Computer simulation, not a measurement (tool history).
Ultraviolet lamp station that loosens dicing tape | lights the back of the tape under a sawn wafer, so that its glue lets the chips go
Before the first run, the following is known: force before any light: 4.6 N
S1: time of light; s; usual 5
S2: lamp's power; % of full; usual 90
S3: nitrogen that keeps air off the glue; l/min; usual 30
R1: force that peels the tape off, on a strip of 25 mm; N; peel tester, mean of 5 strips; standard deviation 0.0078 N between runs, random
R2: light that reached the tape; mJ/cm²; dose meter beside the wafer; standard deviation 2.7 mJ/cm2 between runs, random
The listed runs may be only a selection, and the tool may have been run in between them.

run 1 day=0.000 | S1=5 S2=90 S3=30 | R1=0.433 R2=315
run 2 day=0.679 | S1=5 S2=90 S3=10 | R1=0.842 R2=315
run 3 day=1.508 | S1=5 S2=90 S3=10 | R1=0.845 R2=313
run 4 day=2.617 | S1=5 S2=90 S3=30 | R1=0.431 R2=312
run 5 day=3.646 | S1=5 S2=90 S3=30 | R1=0.454 R2=313
run 6 day=4.721 | S1=5 S2=90 S3=30 | R1=0.445 R2=305
run 7 day=5.262 | S1=5 S2=90 S3=30 | R1=0.457 R2=304
run 8 day=6.388 | S1=5 S2=90 S3=11 | R1=0.870 R2=302
run 9 day=7.412 | S1=5 S2=90 S3=11 | R1=0.853 R2=302
run 10 day=7.921 | S1=5 S2=90 S3=30 | R1=0.495 R2=300
run 11 day=9.046 | S1=5 S2=90 S3=30 | R1=0.482 R2=297
run 12 day=9.921 | S1=5 S2=90 S3=30 | R1=0.491 R2=293
run 13 day=10.825 | S1=5 S2=90 S3=55 | R1=0.363 R2=293
run 14 day=11.692 | S1=5 S2=75 S3=55 | R1=0.527 R2=242
run 15 day=12.171 | S1=5 S2=90 S3=30 | R1=0.501 R2=292
run 16 day=13.008 | S1=5 S2=90 S3=30 | R1=0.504 R2=290
run 17 day=13.550 | S1=5 S2=90 S3=30 | R1=0.505 R2=285
run 18 day=14.071 | S1=5 S2=90 S3=30 | R1=0.521 R2=289
run 19 day=14.621 | S1=5 S2=90 S3=30 | R1=0.511 R2=283

For run 20, what comes out?
run 20 day=15.746 | S1=9 S2=66 S3=30 | R1=? R2=?

R1: 0.291 N
R2: 370 mJ/cm²
The same run, on a tool lacking any hidden state, would have yielded R1 0.158 N, R2 486 mJ/cm².
